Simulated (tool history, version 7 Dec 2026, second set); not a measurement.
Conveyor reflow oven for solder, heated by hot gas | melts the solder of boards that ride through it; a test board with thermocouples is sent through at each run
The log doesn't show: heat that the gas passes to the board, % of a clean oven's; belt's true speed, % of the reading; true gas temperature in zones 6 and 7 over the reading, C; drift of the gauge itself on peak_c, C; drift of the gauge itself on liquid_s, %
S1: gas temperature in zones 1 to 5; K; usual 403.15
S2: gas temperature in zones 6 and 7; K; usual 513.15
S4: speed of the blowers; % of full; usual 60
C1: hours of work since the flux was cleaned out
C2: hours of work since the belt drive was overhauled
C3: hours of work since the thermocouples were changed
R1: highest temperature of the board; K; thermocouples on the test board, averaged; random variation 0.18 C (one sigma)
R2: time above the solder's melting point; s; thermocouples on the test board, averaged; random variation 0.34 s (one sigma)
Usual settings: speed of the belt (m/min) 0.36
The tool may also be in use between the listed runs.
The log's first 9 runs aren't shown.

Run 10, day 8.4: usual settings; C1 81; C2 906; C3 781. Result: R1 492.75 K, R2 75.1 s.
Run 11, day 9.067: usual settings; C1 91; C2 917; C3 792. Result: R1 492.85 K, R2 74.9 s.
Run 12, day 9.692: usual settings but S1 396.15 K; C1 101; C2 927; C3 802. Result: R1 491.15 K, R2 71.2 s.
Run 13, day 10.512: usual settings but S1 396.15 K; C1 114; C2 940; C3 815. Result: R1 491.45 K, R2 69.8 s.
Run 14, day 11.646: usual settings; C1 132; C2 958; C3 833. Result: R1 492.65 K, R2 75.1 s.
Run 15, day 12.738: usual settings; C1 150; C2 976; C3 851. Result: R1 492.65 K, R2 75.5 s.
Run 16, day 13.254: usual settings but S1 410.15 K, S4 79 % of full; C1 158; C2 984; C3 859. Result: R1 500.55 K, R2 85.7 s.
Run 17, day 13.892: usual settings but S1 410.15 K, S4 79 % of full; C1 168; C2 994; C3 869. Result: R1 500.65 K, R2 86.3 s.
Run 18, day 14.575: usual settings but speed of the belt (m/min) 0.319; C1 179; C2 1005; C3 880. Result: R1 497.45 K, R2 89.7 s.
Run 19, day 15.096: usual settings but S2 507.15 K, speed of the belt (m/min) 0.319; C1 187; C2 1013; C3 888. Result: R1 491.85 K, R2 84.2 s.
Run 20, day 16.142: usual settings but S1 398.15 K, speed of the belt (m/min) 0.419; C1 204; C2 1030; C3 905. Result: R1 485.25 K, R2 53.2 s.
At day 16.683: belt drive overhauled, speed set with a stopwatch.
Run 21, day 16.9: usual settings but S1 408.15 K, S2 527.15 K, speed of the belt (m/min) 0.419; C1 213; C2 3; C3 914. Result: R1 497.45 K, R2 67.6 s.
Run 22, day 18.042: usual settings but S1 396.15 K, S2 508.15 K, speed of the belt (m/min) 0.3, S4 87 % of full; C1 232; C2 22; C3 932. Result: R1 499.95 K, R2 95.8 s.
Run 23, day 19.192: usual settings but S1 396.15 K, S2 508.15 K, speed of the belt (m/min) 0.3, S4 87 % of full; C1 250; C2 40; C3 951. Result: R1 499.85 K, R2 95.8 s.
Run 24, day 20.242: usual settings but S1 396.15 K, S2 508.15 K, speed of the belt (m/min) 0.3, S4 87 % of full; C1 267; C2 57; C3 968. Result: R1 499.85 K, R2 95.6 s.
Run 25, day 21.092: usual settings but S1 396.15 K, S2 508.15 K, speed of the belt (m/min) 0.3, S4 87 % of full; C1 280; C2 70; C3 981. Result: R1 500.05 K, R2 95.1 s.
Run 26, day 22.192: usual settings but speed of the belt (m/min) 0.355; C1 298; C2 88; C3 999. Result: R1 491.75 K, R2 72.7 s.
Run 27, day 22.696: usual settings but S2 507.15 K, speed of the belt (m/min) 0.355; C1 306; C2 96; C3 1007. Result: R1 486.75 K, R2 68.3 s.
Run 28, day 23.442: usual settings but S2 507.15 K, speed of the belt (m/min) 0.355; C1 318; C2 108; C3 1019. Result: R1 486.75 K, R2 68 s.
Run 29, day 24.379: usual settings but S2 507.15 K, speed of the belt (m/min) 0.355; C1 333; C2 123; C3 1033. Result: R1 487.05 K, R2 67.6 s.
Run 30, day 25.042: usual settings but S2 507.15 K, speed of the belt (m/min) 0.355; C1 343; C2 133; C3 1044. Result: R1 486.75 K, R2 67.4 s.

4 ways to go on from here, each from the tool as it stands after run 30. What would each give?
Run A, day 25.833: usual settings but S1 413.15 K, speed of the belt (m/min) 0.305; C1 356; C2 146; C3 1057. Result: R1 ?, R2 ?.
Run B, day 25.833: usual settings but S2 515.15 K, S4 55 % of full; C1 356; C2 146; C3 1057. Result: R1 ?, R2 ?.
Run C, day 25.833: usual settings but S1 392.15 K, S2 511.15 K, S4 54 % of full; C1 356; C2 146; C3 1057. Result: R1 ?, R2 ?.
Run D, day 25.833: usual settings but S1 417.15 K, S2 523.15 K, S4 68 % of full; C1 356; C2 146; C3 1057. Result: R1 ?, R2 ?.

run      R1    R2
  A  499.15  99.1
  B  490.65  70.4
  C  484.05  58.2
  D  505.65  90.6
Without the tool's hidden state the same runs would have given:
run      R1    R2
  A  498.45  98.4
  B  490.35  70.2
  C  483.85  58.2
  D  505.45  90.2
